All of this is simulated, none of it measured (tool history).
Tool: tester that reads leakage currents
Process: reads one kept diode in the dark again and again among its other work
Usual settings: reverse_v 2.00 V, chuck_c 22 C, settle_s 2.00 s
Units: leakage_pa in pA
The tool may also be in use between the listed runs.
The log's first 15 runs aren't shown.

run 16 hour=2391.9 | reverse_v=4.07 chuck_c=22 settle_s=2.00 | leakage_pa=13.31
run 17 hour=2527.8 | reverse_v=2.00 chuck_c=22 settle_s=2.00 | leakage_pa=10.22
-- hour=2666.3 chuck's temperature calibrated
run 18 hour=2709.8 | reverse_v=2.00 chuck_c=57 settle_s=2.00 | leakage_pa=99.27
run 19 hour=2808.2 | reverse_v=2.00 chuck_c=24 settle_s=2.00 | leakage_pa=11.41
-- hour=3000.7 probe card cleaned and baked
run 20 hour=3007.5 | reverse_v=2.00 chuck_c=24 settle_s=2.00 | leakage_pa=10.94
run 21 hour=3187.8 | reverse_v=8.54 chuck_c=28 settle_s=2.00 | leakage_pa=24.24
-- hour=3280.6 tester calibrated
run 22 hour=3331.8 | reverse_v=3.62 chuck_c=22 settle_s=1.18 | leakage_pa=12.21
run 23 hour=3489.0 | reverse_v=1.84 chuck_c=45 settle_s=0.64 | leakage_pa=47.37
-- hour=3653.3 chuck's temperature calibrated
run 24 hour=3701.0 | reverse_v=2.00 chuck_c=25 settle_s=9.59 | leakage_pa=11.94
run 25 hour=3811.5 | reverse_v=2.00 chuck_c=25 settle_s=9.59 | leakage_pa=11.95
run 26 hour=3999.0 | reverse_v=5.03 chuck_c=39 settle_s=2.18 | leakage_pa=43.95
run 27 hour=4169.2 | reverse_v=2.00 chuck_c=20 settle_s=2.00 | leakage_pa=8.60
run 28 hour=4270.7 | reverse_v=2.00 chuck_c=50 settle_s=2.00 | leakage_pa=67.26
run 29 hour=4413.9 | reverse_v=2.00 chuck_c=34 settle_s=4.57 | leakage_pa=23.70
run 30 hour=4617.4 | reverse_v=1.04 chuck_c=44 settle_s=0.85 | leakage_pa=37.64
-- hour=4639.5 chuck's temperature calibrated
run 31 hour=4794.5 | reverse_v=14.95 chuck_c=56 settle_s=0.85 | leakage_pa=186.31
run 32 hour=4983.2 | reverse_v=2.03 chuck_c=25 settle_s=6.38 | leakage_pa=12.42
run 33 hour=5138.7 | reverse_v=2.03 chuck_c=25 settle_s=6.38 | leakage_pa=12.74
-- hour=5172.2 probe card cleaned and baked
run 34 hour=5316.3 | reverse_v=6.04 chuck_c=56 settle_s=1.60 | leakage_pa=138.50
run 35 hour=5408.3 | reverse_v=2.00 chuck_c=23 settle_s=2.00 | leakage_pa=10.44
run 36 hour=5578.5 | reverse_v=2.00 chuck_c=23 settle_s=2.00 | leakage_pa=10.71
-- hour=5630.6 chuck's temperature calibrated
run 37 hour=5687.6 | reverse_v=4.80 chuck_c=22 settle_s=1.55 | leakage_pa=12.86
run 38 hour=5822.1 | reverse_v=3.06 chuck_c=59 settle_s=1.55 | leakage_pa=128.73
run 39 hour=5915.3 | reverse_v=13.54 chuck_c=32 settle_s=0.39 | leakage_pa=40.37

4 ways to go on from here, each from the tool as it stands after run 39. What would each give?
run A hour=6013.1 | reverse_v=9.09 chuck_c=45 settle_s=3.27 | leakage_pa=?
run B hour=6013.1 | reverse_v=2.33 chuck_c=37 settle_s=2.39 | leakage_pa=?
run C hour=6013.1 | reverse_v=1.41 chuck_c=47 settle_s=1.02 | leakage_pa=?
run D hour=6013.1 | reverse_v=2.00 chuck_c=22 settle_s=0.51 | leakage_pa=?

run=A leakage_pa=78.50
run=B leakage_pa=29.50
run=C leakage_pa=48.37
run=D leakage_pa=9.89
Without the tool's hidden state the same runs would have given:
run=A leakage_pa=76.44
run=B leakage_pa=28.83
run=C leakage_pa=47.65
run=D leakage_pa=9.50

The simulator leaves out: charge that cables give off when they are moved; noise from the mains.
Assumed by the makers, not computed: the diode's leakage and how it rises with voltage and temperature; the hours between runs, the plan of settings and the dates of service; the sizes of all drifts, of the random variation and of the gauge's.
